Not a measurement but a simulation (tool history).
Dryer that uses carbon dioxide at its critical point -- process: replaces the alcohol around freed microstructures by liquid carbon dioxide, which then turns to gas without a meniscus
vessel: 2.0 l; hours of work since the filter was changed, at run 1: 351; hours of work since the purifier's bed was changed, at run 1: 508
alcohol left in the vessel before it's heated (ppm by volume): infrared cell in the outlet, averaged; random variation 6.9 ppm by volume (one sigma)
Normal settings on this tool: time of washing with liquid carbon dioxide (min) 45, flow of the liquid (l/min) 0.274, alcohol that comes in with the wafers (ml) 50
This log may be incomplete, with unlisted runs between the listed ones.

| run | hour | time of washing with liquid carbon dioxide (min) | flow of the liquid (l/min) | alcohol that comes in with the wafers (ml) | hours of work since the filter was changed | hours of work since the purifier's bed was changed | alcohol left in the vessel before it's heated (ppm by volume) |
|---|---|---|---|---|---|---|---|
| 1 | 0.0 | 45 | 0.274 | 50 | 351 | 508 | 566 |
| 2 | 13.8 | 45 | 0.274 | 50 | 359 | 516 | 569 |
| 3 | 25.5 | 45 | 0.274 | 61 | 366 | 523 | 654 |
| 4 | 38.8 | 45 | 0.274 | 61 | 374 | 531 | 673 |
|  | 42.8 | inlet filter changed |
| 5 | 62.1 | 45 | 0.274 | 61 | 11 | 544 | 500 |
| 6 | 80.2 | 45 | 0.274 | 61 | 22 | 555 | 516 |
| 7 | 100.4 | 45 | 0.274 | 52 | 34 | 567 | 466 |
| 8 | 117.6 | 45 | 0.274 | 52 | 45 | 577 | 457 |
| 9 | 131.5 | 45 | 0.274 | 50 | 53 | 586 | 447 |
| 10 | 145.3 | 45 | 0.274 | 50 | 61 | 594 | 475 |
| 11 | 157.8 | 45 | 0.274 | 50 | 68 | 601 | 472 |
| 12 | 178.0 | 45 | 0.274 | 50 | 80 | 613 | 478 |
| 13 | 195.6 | 45 | 0.274 | 50 | 91 | 624 | 484 |
| 14 | 209.3 | 45 | 0.274 | 50 | 99 | 632 | 483 |
| 15 | 228.1 | 45 | 0.274 | 50 | 110 | 643 | 500 |
| 16 | 248.2 | 45 | 0.274 | 50 | 122 | 655 | 507 |
| 17 | 261.8 | 45 | 0.274 | 50 | 130 | 663 | 509 |
| 18 | 276.1 | 45 | 0.274 | 50 | 139 | 672 | 507 |
| 19 | 299.7 | 45 | 0.274 | 50 | 153 | 686 | 513 |
| 20 | 316.4 | 45 | 0.274 | 50 | 163 | 696 | 529 |
| 21 | 334.3 | 64 | 0.274 | 23 | 174 | 706 | 179 |
| 22 | 353.6 | 44 | 0.194 | 23 | 185 | 718 | 827 |
| 23 | 374.8 | 50 | 0.445 | 93 | 198 | 731 | 180 |

Run 24 is up next; what results do you expect?
| 24 | 391.1 | 32 | 0.400 | 78 | 207 | 740 | ? |

alcohol left in the vessel before it's heated (ppm by volume): 631
On a tool with no hidden condition, and with the same random variation, this run would have come out at alcohol left in the vessel before it's heated (ppm by volume) 384.
